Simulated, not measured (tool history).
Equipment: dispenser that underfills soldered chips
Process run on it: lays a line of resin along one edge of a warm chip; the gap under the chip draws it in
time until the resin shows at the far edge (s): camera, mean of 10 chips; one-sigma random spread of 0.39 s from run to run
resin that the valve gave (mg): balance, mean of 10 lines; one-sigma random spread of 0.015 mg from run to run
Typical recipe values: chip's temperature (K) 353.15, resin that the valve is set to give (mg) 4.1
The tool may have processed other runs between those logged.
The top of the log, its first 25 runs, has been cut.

| run | hour | chip's temperature (K) | resin that the valve is set to give (mg) | time until the resin shows at the far edge (s) | resin that the valve gave (mg) |
|---|---|---|---|---|---|
| 26 | 87 | 366.15 | 4.02 | 16.6 | 4 |
| 27 | 91.1 | 366.15 | 4.02 | 18.7 | 3.99 |
|  | 93.9 | new syringe of resin |
| 28 | 94.8 | 359.15 | 5.03 | 20 | 4.97 |
| 29 | 98.8 | 367.15 | 4.36 | 16.5 | 4.32 |
| 30 | 101 | 345.15 | 3.71 | 46.2 | 3.66 |
|  | 104.4 | new syringe of resin |
| 31 | 105.9 | 345.15 | 3.71 | 39 | 3.66 |
| 32 | 108.1 | 365.15 | 3.79 | 17.6 | 3.73 |
| 33 | 112.5 | 365.15 | 3.79 | 20.4 | 3.69 |
|  | 114.7 | new syringe of resin |
| 34 | 115.9 | 350.15 | 4.21 | 30.2 | 4.07 |
| 35 | 119.1 | 344.15 | 3.57 | 45.7 | 3.47 |

5 ways to go on from here, each from the tool as it stands after run 35. What would each give?
| A | 122.1 | 359.15 | 4.58 | ? | ? |
| B | 122.1 | 366.15 | 3.74 | ? | ? |
| C | 122.1 | 341.15 | 3.57 | ? | ? |
| D | 122.1 | 338.15 | 4.1 | ? | ? |
| E | 122.1 | 362.15 | 3.57 | ? | ? |

| run | time until the resin shows at the far edge (s) | resin that the valve gave (mg) |
|---|---|---|
| A | 24.1 | 4.43 |
| B | 19.1 | 3.64 |
| C | 55.2 | 3.47 |
| D | 60 | 3.99 |
| E | 23 | 3.46 |
The same runs, with their run-to-run variation unchanged, on a tool lacking any hidden condition would have given:
| run | time until the resin shows at the far edge (s) | resin that the valve gave (mg) |
|---|---|---|
| A | 19.2 | 4.56 |
| B | 15.2 | 3.75 |
| C | 43.3 | 3.58 |
| D | 47.2 | 4.11 |
| E | 18.2 | 3.56 |

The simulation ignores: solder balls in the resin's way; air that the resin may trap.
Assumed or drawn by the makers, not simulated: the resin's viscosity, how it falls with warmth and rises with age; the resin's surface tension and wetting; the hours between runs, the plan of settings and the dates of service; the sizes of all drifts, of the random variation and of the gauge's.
